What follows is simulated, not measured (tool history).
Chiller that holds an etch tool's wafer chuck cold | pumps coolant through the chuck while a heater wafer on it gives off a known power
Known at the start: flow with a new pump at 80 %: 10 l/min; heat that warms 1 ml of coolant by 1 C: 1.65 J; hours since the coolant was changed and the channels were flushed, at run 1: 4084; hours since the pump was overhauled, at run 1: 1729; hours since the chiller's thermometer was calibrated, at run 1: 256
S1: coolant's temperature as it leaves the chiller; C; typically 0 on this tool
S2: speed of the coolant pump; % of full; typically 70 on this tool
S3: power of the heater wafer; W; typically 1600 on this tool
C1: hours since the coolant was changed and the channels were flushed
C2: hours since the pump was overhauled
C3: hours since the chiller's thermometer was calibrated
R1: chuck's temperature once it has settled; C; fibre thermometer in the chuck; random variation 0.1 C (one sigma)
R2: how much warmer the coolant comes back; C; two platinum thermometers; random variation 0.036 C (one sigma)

Run 1, hour 0.0: usual settings; C1 4084; C2 1729; C3 256. Result: R1 17.0 C, R2 6.78 C.
Run 2, hour 76.3: usual settings but S2 65 % of full; C1 4160; C2 1805; C3 332. Result: R1 17.8 C, R2 7.29 C.
Run 3, hour 138.3: usual settings but S2 65 % of full; C1 4222; C2 1867; C3 394. Result: R1 17.7 C, R2 7.31 C.
Run 4, hour 179.8: usual settings but S2 65 % of full; C1 4263; C2 1909; C3 436. Result: R1 17.6 C, R2 7.32 C.
Run 5, hour 219.0: usual settings but S2 92 % of full; C1 4303; C2 1948; C3 475. Result: R1 14.3 C, R2 5.18 C.
Run 6, hour 260.6: usual settings but S2 92 % of full; C1 4344; C2 1989; C3 517. Result: R1 14.3 C, R2 5.24 C.
Run 7, hour 319.1: usual settings but S2 91 % of full; C1 4403; C2 2048; C3 575. Result: R1 14.4 C, R2 5.27 C.
Run 8, hour 357.0: usual settings but S2 91 % of full; C1 4440; C2 2086; C3 613. Result: R1 14.3 C, R2 5.30 C.
Run 9, hour 416.4: usual settings but S2 91 % of full; C1 4500; C2 2145; C3 673. Result: R1 14.5 C, R2 5.34 C.
Run 10, hour 477.6: usual settings; C1 4561; C2 2206; C3 734. Result: R1 16.9 C, R2 6.82 C.
Run 11, hour 541.8: usual settings but S1 6 C; C1 4625; C2 2271; C3 798. Result: R1 23.1 C, R2 6.75 C.
Run 12, hour 605.3: usual settings; C1 4689; C2 2334; C3 861. Result: R1 17.2 C, R2 6.78 C.
Run 13, hour 652.1: usual settings; C1 4736; C2 2381; C3 908. Result: R1 17.1 C, R2 6.78 C.
Run 14, hour 736.3: usual settings; C1 4820; C2 2465; C3 993. Result: R1 17.1 C, R2 6.87 C.
At hour 811.1: coolant changed, channels flushed.
Run 15, hour 825.4: usual settings; C1 14; C2 2548; C3 1076. Result: R1 15.6 C, R2 6.87 C.
Run 16, hour 913.1: usual settings; C1 102; C2 2636; C3 1163. Result: R1 15.6 C, R2 6.82 C.
Run 17, hour 990.8: usual settings; C1 180; C2 2714; C3 1241. Result: R1 15.6 C, R2 6.94 C.
Run 18, hour 1075.1: usual settings but S1 -2 C, S2 78 % of full, S3 916 W; C1 264; C2 2798; C3 1325. Result: R1 6.2 C, R2 3.57 C.
Run 19, hour 1138.2: usual settings but S1 -2 C, S2 78 % of full, S3 916 W; C1 327; C2 2861; C3 1388. Result: R1 6.2 C, R2 3.52 C.
Run 20, hour 1215.5: usual settings but S1 -2 C, S2 78 % of full, S3 916 W; C1 404; C2 2938; C3 1466. Result: R1 6.2 C, R2 3.52 C.
Run 21, hour 1269.5: usual settings but S1 -2 C, S2 91 % of full; C1 458; C2 2992; C3 1520. Result: R1 11.1 C, R2 5.39 C.
Run 22, hour 1352.4: usual settings but S1 -2 C; C1 541; C2 3075; C3 1603. Result: R1 13.7 C, R2 6.84 C.
Run 23, hour 1392.5: usual settings but S1 3 C, S2 68 % of full, S3 938 W; C1 581; C2 3115; C3 1643. Result: R1 12.4 C, R2 4.16 C.
Run 24, hour 1434.4: usual settings but S1 3 C, S2 68 % of full, S3 938 W; C1 623; C2 3157; C3 1685. Result: R1 12.3 C, R2 4.16 C.
Run 25, hour 1493.9: usual settings but S1 3 C, S2 68 % of full, S3 938 W; C1 683; C2 3217; C3 1744. Result: R1 12.2 C, R2 4.15 C.
Run 26, hour 1586.4: usual settings but S2 83 % of full, S3 2058 W; C1 775; C2 3309; C3 1837. Result: R1 18.2 C, R2 7.53 C.
Run 27, hour 1673.0: usual settings but S2 83 % of full, S3 2058 W; C1 862; C2 3396; C3 1923. Result: R1 18.0 C, R2 7.58 C.
Run 28, hour 1743.7: usual settings but S2 83 % of full, S3 2058 W; C1 933; C2 3467; C3 1994. Result: R1 18.3 C, R2 7.56 C.
Run 29, hour 1813.6: usual settings but S1 8 C, S3 997 W; C1 1002; C2 3536; C3 2064. Result: R1 17.8 C, R2 4.35 C.
Run 30, hour 1863.4: usual settings but S1 -5 C, S2 87 % of full, S3 2243 W; C1 1052; C2 3586; C3 2114. Result: R1 14.4 C, R2 7.86 C.
Run 31, hour 1920.1: usual settings but S1 -5 C, S2 87 % of full, S3 2243 W; C1 1109; C2 3643; C3 2170. Result: R1 14.5 C, R2 7.89 C.
Run 32, hour 1983.1: usual settings but S3 1503 W; C1 1172; C2 3706; C3 2233. Result: R1 15.0 C, R2 6.49 C.

Hidden state or all else? Some run-to-run changes of R1, split into what the settings, what came in and random variation would give without the hidden state, and what is left for the hidden state (with any gauge scatter that isn't in both results):
Hidden conditions of the tool in this case: heat passed by the chuck's channels, % of clean ones'; flow at a given pump speed, % of a new pump's; coolant's true temperature over the reading, C; drift of the gauge itself on chuck_c, C; drift of the gauge itself on warmer_back_c, C.
Run 10 -> 11: S1 0 -> 6. R1 +6.2 C: hidden state +0.1, all else +6.1.
Run 14 -> 15: coolant changed, channels flushed. R1 -1.5 C: hidden state -1.6, all else +0.1.
Run 17 -> 18: S1 0 -> -2, S2 70 -> 78, S3 1600 -> 916. R1 -9.4 C: hidden state -0.3, all else -9.1.
Run 25 -> 26: S1 3 -> 0, S2 68 -> 83, S3 938 -> 2058. R1 +6.0 C: hidden state +0.5, all else +5.5.
Run 29 -> 30: S1 8 -> -5, S2 70 -> 87, S3 997 -> 2243. R1 -3.4 C: hidden state +0.5, all else -3.9.
